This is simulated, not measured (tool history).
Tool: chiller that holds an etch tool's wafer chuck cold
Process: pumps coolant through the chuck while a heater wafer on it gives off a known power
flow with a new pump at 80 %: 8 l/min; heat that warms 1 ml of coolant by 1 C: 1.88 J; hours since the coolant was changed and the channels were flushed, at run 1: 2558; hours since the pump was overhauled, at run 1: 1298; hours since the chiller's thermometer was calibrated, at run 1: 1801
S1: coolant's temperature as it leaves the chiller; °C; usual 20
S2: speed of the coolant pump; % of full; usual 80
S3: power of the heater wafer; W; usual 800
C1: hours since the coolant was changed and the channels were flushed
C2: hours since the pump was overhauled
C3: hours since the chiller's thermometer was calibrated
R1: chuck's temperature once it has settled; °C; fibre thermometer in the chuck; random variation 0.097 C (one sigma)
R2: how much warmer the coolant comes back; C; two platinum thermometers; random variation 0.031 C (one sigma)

run	day	S1	S2	S3	C1	C2	C3	R1	R2
1	0	20	80	800	2558	1298	1801	26.74	3.15
2	3.225	20	70	800	2636	1375	1879	27.6	3.71
3	7.092	20	70	800	2728	1468	1971	27.73	3.64
# day 8.946: chiller's thermometer calibrated
4	11.404	20	70	800	2831	1570	59	27.69	3.78
5	13.429	20	70	800	2880	1619	108	27.57	3.79
6	15.625	20	70	800	2932	1672	160	27.63	3.75
7	20.479	20	70	800	3049	1788	277	27.49	3.8
8	23.571	20	70	800	3123	1862	351	27.56	3.73
9	27.592	20	80	800	3219	1959	447	26.65	3.35
10	31.629	20	80	800	3316	2056	544	26.64	3.3
11	34.671	20	80	800	3389	2129	617	26.55	3.31
12	36.892	20	80	800	3443	2182	671	26.88	3.32
13	40.979	20	80	800	3541	2280	769	26.87	3.34
14	45.071	20	80	800	3639	2378	867	26.92	3.31
15	49.388	20	90	800	3742	2482	971	26	2.98
16	53.579	20	90	800	3843	2583	1071	26.19	2.99
17	56.254	20	90	613	3907	2647	1135	24.71	2.38
18	61.092	18	91	416	4023	2763	1251	21.08	1.68
19	64.483	18	91	416	4105	2844	1333	20.99	1.68

The next listed run, before its measurement:
20	68.267	18	91	416	4196	2935	1424	?	?

R1: 21.11 °C
R2: 1.65 C
Without the tool's hidden state the same run would have given R1 21.1 °C, R2 1.41 C.
